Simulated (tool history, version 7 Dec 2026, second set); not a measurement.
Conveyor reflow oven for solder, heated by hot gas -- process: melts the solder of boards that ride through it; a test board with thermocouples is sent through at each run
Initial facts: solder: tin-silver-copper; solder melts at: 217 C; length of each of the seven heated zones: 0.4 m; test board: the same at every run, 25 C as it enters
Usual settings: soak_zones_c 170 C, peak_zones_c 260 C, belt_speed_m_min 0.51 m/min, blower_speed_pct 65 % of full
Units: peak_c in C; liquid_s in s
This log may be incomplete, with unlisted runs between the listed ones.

{"run": 1, "hour": 0.0, "soak_zones_c": 170, "peak_zones_c": 260, "belt_speed_m_min": 0.51, "blower_speed_pct": 65, "peak_c": 245.2, "liquid_s": 62.5}
{"run": 2, "hour": 35.4, "soak_zones_c": 170, "peak_zones_c": 260, "belt_speed_m_min": 0.51, "blower_speed_pct": 58, "peak_c": 243.8, "liquid_s": 59.8}
{"run": 3, "hour": 67.7, "soak_zones_c": 170, "peak_zones_c": 252, "belt_speed_m_min": 0.51, "blower_speed_pct": 65, "peak_c": 238.5, "liquid_s": 53.7}
{"run": 4, "hour": 96.8, "soak_zones_c": 170, "peak_zones_c": 261, "belt_speed_m_min": 0.51, "blower_speed_pct": 65, "peak_c": 246.1, "liquid_s": 63.5}
{"run": 5, "hour": 138.8, "soak_zones_c": 170, "peak_zones_c": 261, "belt_speed_m_min": 0.51, "blower_speed_pct": 65, "peak_c": 246.1, "liquid_s": 63.3}
{"run": 6, "hour": 184.9, "soak_zones_c": 170, "peak_zones_c": 261, "belt_speed_m_min": 0.51, "blower_speed_pct": 65, "peak_c": 246.4, "liquid_s": 63.3}
{"run": 7, "hour": 216.6, "soak_zones_c": 170, "peak_zones_c": 261, "belt_speed_m_min": 0.51, "blower_speed_pct": 65, "peak_c": 246, "liquid_s": 63.3}
{"run": 8, "hour": 269.9, "soak_zones_c": 170, "peak_zones_c": 261, "belt_speed_m_min": 0.51, "blower_speed_pct": 65, "peak_c": 246.2, "liquid_s": 63.1}
{"run": 9, "hour": 296.1, "soak_zones_c": 170, "peak_zones_c": 260, "belt_speed_m_min": 0.51, "blower_speed_pct": 65, "peak_c": 245.3, "liquid_s": 62.2}
{"run": 10, "hour": 338.1, "soak_zones_c": 170, "peak_zones_c": 260, "belt_speed_m_min": 0.51, "blower_speed_pct": 65, "peak_c": 245.1, "liquid_s": 62.2}
{"run": 11, "hour": 398.6, "soak_zones_c": 185, "peak_zones_c": 260, "belt_speed_m_min": 0.445, "blower_speed_pct": 65, "peak_c": 251.1, "liquid_s": 87.6}
{"run": 12, "hour": 431.4, "soak_zones_c": 161, "peak_zones_c": 260, "belt_speed_m_min": 0.527, "blower_speed_pct": 51, "peak_c": 238.8, "liquid_s": 47.1}
{"run": 13, "hour": 480.2, "soak_zones_c": 161, "peak_zones_c": 260, "belt_speed_m_min": 0.527, "blower_speed_pct": 51, "peak_c": 238.8, "liquid_s": 47.1}
{"run": 14, "hour": 540.8, "soak_zones_c": 161, "peak_zones_c": 260, "belt_speed_m_min": 0.527, "blower_speed_pct": 51, "peak_c": 238.8, "liquid_s": 47}
{"run": 15, "hour": 581.6, "soak_zones_c": 180, "peak_zones_c": 274, "belt_speed_m_min": 0.521, "blower_speed_pct": 66, "peak_c": 258.8, "liquid_s": 76.8}
{"run": 16, "hour": 630.3, "soak_zones_c": 169, "peak_zones_c": 249, "belt_speed_m_min": 0.539, "blower_speed_pct": 64, "peak_c": 233.8, "liquid_s": 43.1}
{"run": 17, "hour": 659.3, "soak_zones_c": 169, "peak_zones_c": 252, "belt_speed_m_min": 0.571, "blower_speed_pct": 51, "peak_c": 231.1, "liquid_s": 33.8}
{"run": 18, "hour": 708.6, "soak_zones_c": 169, "peak_zones_c": 252, "belt_speed_m_min": 0.571, "blower_speed_pct": 51, "peak_c": 231.1, "liquid_s": 34.1}
{"run": 19, "hour": 739.8, "soak_zones_c": 178, "peak_zones_c": 260, "belt_speed_m_min": 0.51, "blower_speed_pct": 65, "peak_c": 246.5, "liquid_s": 67.4}

Not shown: 1 entry that the log had between the listed runs. Between which runs, and how does the tool's hidden state differ before and after?
Run 17 -> run 18: flux residue cleaned out of gas plates and filters (hour 690.1)
  heat that the gas passes to the board, % of a clean oven's: 99.9 -> 100
